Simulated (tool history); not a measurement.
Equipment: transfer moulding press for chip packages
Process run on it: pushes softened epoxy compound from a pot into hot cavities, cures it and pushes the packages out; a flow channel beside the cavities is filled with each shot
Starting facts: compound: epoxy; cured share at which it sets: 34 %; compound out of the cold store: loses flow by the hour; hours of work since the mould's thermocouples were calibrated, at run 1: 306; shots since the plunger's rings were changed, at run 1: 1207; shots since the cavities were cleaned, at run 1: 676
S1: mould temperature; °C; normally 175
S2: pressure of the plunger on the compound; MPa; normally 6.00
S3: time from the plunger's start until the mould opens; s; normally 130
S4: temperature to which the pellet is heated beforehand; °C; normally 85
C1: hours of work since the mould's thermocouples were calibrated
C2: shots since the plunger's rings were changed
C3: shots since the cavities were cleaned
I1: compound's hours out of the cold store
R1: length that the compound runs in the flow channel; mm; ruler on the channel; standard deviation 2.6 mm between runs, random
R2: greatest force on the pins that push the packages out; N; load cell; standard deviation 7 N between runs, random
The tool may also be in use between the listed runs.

run     day   S1    S2   S3  S4   C1    C2    C3    I1   R1   R2
  1   0.000  175  6.00  130  85  306  1207   676  24.8  770  498
  2   0.271  175  6.00  130  85  312  1285   754   8.1  814  505
  3   0.588  175  6.00  130  85  318  1377   846  14.6  797  526
  4   0.842  175  6.00  130  85  322  1450   919  35.7  743  510
  5   1.296  175  6.00  130  85  331  1581  1050  21.6  777  540
      1.408  -- cavities cleaned with cleaning compound and waxed
  6   1.638  175  6.00  130  85  336  1662    67  15.3  790  309
  7   2.129  181  6.00  130  85  346  1804   209   8.5  779  310
  8   2.612  175  6.00  130  93  355  1943   348  30.9  745  392
  9   2.912  174  6.00  130  85  360  2030   435  44.3  719  425
 10   3.292  174  6.00  130  85  368  2140   545  45.6  718  460
 11   3.650  174  6.00  130  85  374  2243   648  44.7  721  482
 12   3.904  174  6.00  130  85  379  2316   721  41.6  724  492
 13   4.425  174  6.00  130  85  389  2467   872  37.4  736  515
 14   4.696  180  6.00  130  85  394  2545   950  35.6  716  453
 15   4.992  175  6.00  130  85  400  2630  1035  17.6  778  528
      5.188  -- cavities cleaned with cleaning compound and waxed
 16   5.429  175  6.00  130  85  407  2738    70  25.4  758  306
 17   5.950  175  6.00  130  85  417  2889   221  12.6  787  364
      6.058  -- mould's thermocouples calibrated
 18   6.375  175  7.24  130  94    6  2987   319  42.1  780  392
 19   6.625  175  6.00  121  81   11  3060   392  33.1  736  449
 20   6.975  175  5.64  150  81   17  3161   493  18.8  755  389
 21   7.254  175  4.52  131  85   23  3241   573  23.5  654  433
      7.633  -- plunger's sealing rings changed
      7.838  -- mould's thermocouples calibrated, once more
 22   7.971  175  5.94  130  77    3    73   725  37.5  745  477
 23   8.446  175  5.94  130  77   12   210   862  16.8  792  517
 24   8.888  175  6.00  130  87   20   337   989  15.6  795  530
      9.204  -- cavities cleaned with cleaning compound and waxed
 25   9.208  175  6.00  122  87   25   413     2  23.4  778  311
 26   9.629  181  6.00  130  93   33   534   123  38.3  715  282
 27  10.125  173  6.29  117  90   42   677   266  35.0  773  488
 28  10.467  175  6.00  130  78   49   776   365  47.2  718  415
 29  10.829  170  5.08  132  93   55   880   469  39.2  693  523

A few steps of R1 between consecutive runs. Split each: what settings, incoming material and random variation would produce without the hidden state, and what is left over for the hidden state, along with gauge scatter present in only one of the two compared results (measured, and without hidden state):
Unlogged tool condition in this case: true mould temperature over the reading, C; pressure that reaches the compound, % of what is set; grip of the stained cavities, % over clean ones'; drift of the gauge itself on flow_mm, %; drift of the gauge itself on push_out_n, %.
Run 14 -> 15: S1 180 -> 175. R1 +62 mm: hidden state -3, all else +65.
Run 20 -> 21: S2 5.64 -> 4.52, S3 150 -> 131, S4 81 -> 85. R1 -101 mm: hidden state +2, all else -103.
Run 21 -> 22: S2 4.52 -> 5.94, S3 131 -> 130, S4 85 -> 77, plunger's sealing rings changed, mould's thermocouples calibrated, once more. R1 +91 mm: hidden state +20, all else +71.
